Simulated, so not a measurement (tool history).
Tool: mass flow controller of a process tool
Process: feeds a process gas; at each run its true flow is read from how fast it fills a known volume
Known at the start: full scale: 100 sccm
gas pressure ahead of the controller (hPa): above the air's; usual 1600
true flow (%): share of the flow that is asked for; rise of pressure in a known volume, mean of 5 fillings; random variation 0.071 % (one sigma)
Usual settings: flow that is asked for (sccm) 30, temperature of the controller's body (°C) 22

| run | hour | flow that is asked for (sccm) | gas pressure ahead of the controller (hPa) | temperature of the controller's body (°C) | true flow (%) |
|---|---|---|---|---|---|
| 1 | 0 | 30 | 1600 | 22 | 103.82 |
| 2 | 462.9 | 30 | 1600 | 22 | 104.03 |
| 3 | 838.1 | 30 | 1600 | 22 | 104.26 |
| 4 | 1084.6 | 30 | 1600 | 22 | 104.63 |
| 5 | 1589.4 | 30 | 1600 | 22 | 104.67 |
| 6 | 1880.7 | 30 | 1600 | 22 | 105.02 |
| 7 | 2290.5 | 30 | 1820 | 22 | 105.18 |
| 8 | 2764.8 | 30 | 1940 | 22 | 105.45 |
| 9 | 3212.7 | 30 | 1940 | 22 | 105.71 |
| 10 | 3628.3 | 30 | 1940 | 22 | 105.93 |
| 11 | 3957.9 | 30 | 1940 | 22 | 106.14 |
| 12 | 4245.6 | 30 | 1940 | 22 | 106.3 |
| 13 | 4696.3 | 11 | 1600 | 22 | 113.48 |
| 14 | 5053.4 | 30 | 1600 | 22 | 106.82 |
| 15 | 5523.1 | 30 | 1600 | 22 | 107.18 |
| 16 | 5907.1 | 30 | 1600 | 22 | 107.39 |
| 17 | 6330.2 | 14 | 2400 | 22 | 117.86 |
| 18 | 6780.7 | 14 | 2400 | 22 | 118.37 |
| 19 | 7255.6 | 18 | 1880 | 21 | 103.08 |
| 20 | 7700.6 | 11 | 2050 | 25 | 99.9 |
| 21 | 8196.7 | 30 | 1710 | 22 | 100.29 |
| 22 | 8409.8 | 30 | 1710 | 22 | 100.3 |
| 23 | 8776.4 | 94 | 1710 | 22 | 100.54 |
| 24 | 9243.5 | 40 | 2150 | 32 | 100.28 |
| 25 | 9699.1 | 64 | 2100 | 32 | 100.46 |
| 26 | 10215.5 | 30 | 1860 | 22 | 101.19 |
| 27 | 10648.9 | 20 | 1540 | 31 | 102.1 |
| 28 | 11034.6 | 75 | 2260 | 36 | 100.75 |
| 29 | 11355.8 | 75 | 2260 | 36 | 100.95 |
| 30 | 11793.7 | 75 | 2260 | 36 | 100.96 |
| 31 | 12235.2 | 75 | 2260 | 36 | 101.26 |
| 32 | 12619.1 | 84 | 2690 | 23 | 101.52 |

Not shown: 3 entries that the log had between the listed runs. Between which runs, and how does the tool's hidden state differ before and after?
Between runs 16 and 17: controller's zero set anew (hour 5936.2)
  flow at rest that the sensor doesn't see, % of full scale: 1.363 -> 2.13; true flow over the shown one, %: 3.28 -> 3.35
  measured less the result without the state, true flow (%): +7.82 -> +18.57
Between runs 18 and 19: controller's zero set anew, once more (hour 7153.2)
  flow at rest that the sensor doesn't see, % of full scale: 2.192 -> 0.037; true flow over the shown one, %: 3.41 -> 3.49
  measured less the result without the state, true flow (%): +19.07 -> +3.69
Between runs 19 and 20: controller exchanged for a calibrated one (hour 7608.7)
  flow at rest that the sensor doesn't see, % of full scale: 0.037 -> 0.062; true flow over the shown one, %: 3.49 -> 0.06
  measured less the result without the state, true flow (%): +3.69 -> +0.62
